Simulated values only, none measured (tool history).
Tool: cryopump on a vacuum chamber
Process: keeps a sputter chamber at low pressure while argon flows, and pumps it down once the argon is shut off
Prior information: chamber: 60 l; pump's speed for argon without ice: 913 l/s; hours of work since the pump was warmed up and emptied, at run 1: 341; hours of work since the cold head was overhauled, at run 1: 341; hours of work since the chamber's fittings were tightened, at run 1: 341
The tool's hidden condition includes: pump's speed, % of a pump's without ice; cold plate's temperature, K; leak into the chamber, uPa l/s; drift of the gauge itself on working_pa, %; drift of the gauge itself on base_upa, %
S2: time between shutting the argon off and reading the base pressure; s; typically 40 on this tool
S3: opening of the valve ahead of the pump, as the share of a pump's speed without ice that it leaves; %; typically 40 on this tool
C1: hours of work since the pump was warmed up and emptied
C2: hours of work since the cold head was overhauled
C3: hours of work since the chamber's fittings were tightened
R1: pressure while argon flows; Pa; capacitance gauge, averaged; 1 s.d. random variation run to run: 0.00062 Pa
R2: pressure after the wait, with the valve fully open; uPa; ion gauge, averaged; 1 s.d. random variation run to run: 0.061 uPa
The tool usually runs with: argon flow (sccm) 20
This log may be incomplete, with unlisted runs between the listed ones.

{"run": 1, "hour": 0.0, "argon flow (sccm)": 20, "S2": 40, "S3": 40, "C1": 341, "C2": 341, "C3": 341, "R1": 0.0991, "R2": 4.05}
{"run": 2, "hour": 82.5, "argon flow (sccm)": 20, "S2": 40, "S3": 48, "C1": 405, "C2": 405, "C3": 405, "R1": 0.0851, "R2": 4.04}
{"run": 3, "hour": 170.1, "argon flow (sccm)": 20, "S2": 116, "S3": 40, "C1": 474, "C2": 474, "C3": 474, "R1": 0.1026, "R2": 1.76}
{"run": 4, "hour": 281.1, "argon flow (sccm)": 9, "S2": 40, "S3": 40, "C1": 560, "C2": 560, "C3": 560, "R1": 0.0473, "R2": 4.25}
{"run": 5, "hour": 387.6, "argon flow (sccm)": 9, "S2": 40, "S3": 40, "C1": 644, "C2": 644, "C3": 644, "R1": 0.0492, "R2": 4.28}
{"hour": 442.0, "done": "pump warmed up, emptied and cooled again"}
{"run": 6, "hour": 442.0, "argon flow (sccm)": 20, "S2": 264, "S3": 40, "C1": 0, "C2": 682, "C3": 682, "R1": 0.0935, "R2": 0.98}
{"run": 7, "hour": 527.5, "argon flow (sccm)": 20, "S2": 264, "S3": 40, "C1": 67, "C2": 749, "C3": 749, "R1": 0.0951, "R2": 1.12}
{"run": 8, "hour": 574.0, "argon flow (sccm)": 20, "S2": 40, "S3": 40, "C1": 103, "C2": 785, "C3": 785, "R1": 0.0949, "R2": 4.13}
{"run": 9, "hour": 668.8, "argon flow (sccm)": 12, "S2": 40, "S3": 40, "C1": 177, "C2": 859, "C3": 859, "R1": 0.0578, "R2": 4.19}
{"run": 10, "hour": 731.5, "argon flow (sccm)": 12, "S2": 40, "S3": 40, "C1": 226, "C2": 908, "C3": 908, "R1": 0.0589, "R2": 4.21}
{"run": 11, "hour": 788.6, "argon flow (sccm)": 12, "S2": 40, "S3": 40, "C1": 271, "C2": 953, "C3": 953, "R1": 0.0597, "R2": 4.18}
{"run": 12, "hour": 866.7, "argon flow (sccm)": 12, "S2": 40, "S3": 40, "C1": 332, "C2": 1014, "C3": 1014, "R1": 0.0604, "R2": 4.3}
{"run": 13, "hour": 922.5, "argon flow (sccm)": 12, "S2": 40, "S3": 40, "C1": 376, "C2": 1058, "C3": 1058, "R1": 0.0608, "R2": 4.44}
{"run": 14, "hour": 1012.8, "argon flow (sccm)": 20, "S2": 40, "S3": 40, "C1": 446, "C2": 1128, "C3": 1128, "R1": 0.1044, "R2": 4.3}
{"run": 15, "hour": 1071.3, "argon flow (sccm)": 20, "S2": 40, "S3": 40, "C1": 492, "C2": 1174, "C3": 1174, "R1": 0.1048, "R2": 4.38}
{"run": 16, "hour": 1139.1, "argon flow (sccm)": 20, "S2": 40, "S3": 40, "C1": 545, "C2": 1227, "C3": 1227, "R1": 0.1076, "R2": 4.6}
{"run": 17, "hour": 1238.6, "argon flow (sccm)": 20, "S2": 40, "S3": 40, "C1": 623, "C2": 1305, "C3": 1305, "R1": 0.1112, "R2": 4.74}
{"hour": 1322.2, "done": "pump warmed up, emptied and cooled again"}
{"run": 18, "hour": 1327.3, "argon flow (sccm)": 11, "S2": 40, "S3": 58, "C1": 4, "C2": 1370, "C3": 1370, "R1": 0.0354, "R2": 4.38}
{"run": 19, "hour": 1374.7, "argon flow (sccm)": 9, "S2": 40, "S3": 25, "C1": 41, "C2": 1407, "C3": 1407, "R1": 0.0663, "R2": 4.26}
{"run": 20, "hour": 1452.3, "argon flow (sccm)": 9, "S2": 40, "S3": 25, "C1": 102, "C2": 1468, "C3": 1468, "R1": 0.0685, "R2": 4.37}
{"run": 21, "hour": 1517.0, "argon flow (sccm)": 9, "S2": 40, "S3": 25, "C1": 152, "C2": 1518, "C3": 1518, "R1": 0.0682, "R2": 4.32}
{"run": 22, "hour": 1622.6, "argon flow (sccm)": 9, "S2": 40, "S3": 25, "C1": 235, "C2": 1601, "C3": 1601, "R1": 0.069, "R2": 4.45}
{"run": 23, "hour": 1675.7, "argon flow (sccm)": 12, "S2": 40, "S3": 28, "C1": 276, "C2": 1642, "C3": 1642, "R1": 0.0834, "R2": 4.53}
{"run": 24, "hour": 1775.0, "argon flow (sccm)": 19, "S2": 46, "S3": 27, "C1": 354, "C2": 1720, "C3": 1720, "R1": 0.1393, "R2": 4.09}
{"run": 25, "hour": 1870.0, "argon flow (sccm)": 14, "S2": 26, "S3": 21, "C1": 428, "C2": 1794, "C3": 1794, "R1": 0.1318, "R2": 6.49}
{"run": 26, "hour": 1963.1, "argon flow (sccm)": 12, "S2": 74, "S3": 59, "C1": 501, "C2": 1867, "C3": 1867, "R1": 0.0463, "R2": 3.1}
{"run": 27, "hour": 2018.4, "argon flow (sccm)": 9, "S2": 27, "S3": 43, "C1": 544, "C2": 1910, "C3": 1910, "R1": 0.0451, "R2": 6.38}
{"run": 28, "hour": 2125.7, "argon flow (sccm)": 9, "S2": 27, "S3": 43, "C1": 628, "C2": 1994, "C3": 1994, "R1": 0.0477, "R2": 6.57}
{"hour": 2203.8, "done": "pump warmed up, emptied and cooled again"}
{"run": 29, "hour": 2241.6, "argon flow (sccm)": 9, "S2": 27, "S3": 43, "C1": 30, "C2": 2081, "C3": 2081, "R1": 0.038, "R2": 6.29}
{"run": 30, "hour": 2341.4, "argon flow (sccm)": 9, "S2": 27, "S3": 43, "C1": 108, "C2": 2159, "C3": 2159, "R1": 0.0399, "R2": 6.17}
{"run": 31, "hour": 2441.6, "argon flow (sccm)": 12, "S2": 165, "S3": 40, "C1": 186, "C2": 2237, "C3": 2237, "R1": 0.059, "R2": 1.97}
{"run": 32, "hour": 2498.5, "argon flow (sccm)": 12, "S2": 165, "S3": 40, "C1": 230, "C2": 2282, "C3": 2282, "R1": 0.0596, "R2": 2.02}
{"run": 33, "hour": 2581.5, "argon flow (sccm)": 29, "S2": 40, "S3": 40, "C1": 295, "C2": 2346, "C3": 2346, "R1": 0.146, "R2": 4.9}
{"run": 34, "hour": 2658.0, "argon flow (sccm)": 29, "S2": 40, "S3": 40, "C1": 355, "C2": 2406, "C3": 2406, "R1": 0.1495, "R2": 4.9}

Describe how what the log doesn't record of the tool's condition differs between the last listed run preceding each entry between runs and the first listed run following it.
From run 5 to run 6: pump warmed up, emptied and cooled again (hour 442.0)
  pump's speed, % of a pump's without ice: 70.9 -> 99.5; cold plate's temperature, K: 12.51 -> 12.52; leak into the chamber, uPa l/s: 467 -> 478
  measured minus no-state result, R1: +0.0071 -> +0.0006 Pa; R2: +0.40 -> +0.20 uPa
From run 17 to run 18: pump warmed up, emptied and cooled again (hour 1322.2)
  pump's speed, % of a pump's without ice: 68.1 -> 99.1; cold plate's temperature, K: 12.73 -> 12.75; leak into the chamber, uPa l/s: 655 -> 675
  measured minus no-state result, R1: +0.0181 -> +0.0005 Pa; R2: +0.76 -> +0.43 uPa
From run 28 to run 29: pump warmed up, emptied and cooled again (hour 2203.8)
  pump's speed, % of a pump's without ice: 66.9 -> 98; cold plate's temperature, K: 12.97 -> 13.01; leak into the chamber, uPa l/s: 851 -> 875
  measured minus no-state result, R1: +0.0087 -> +0.0007 Pa; R2: +1.08 -> +0.67 uPa
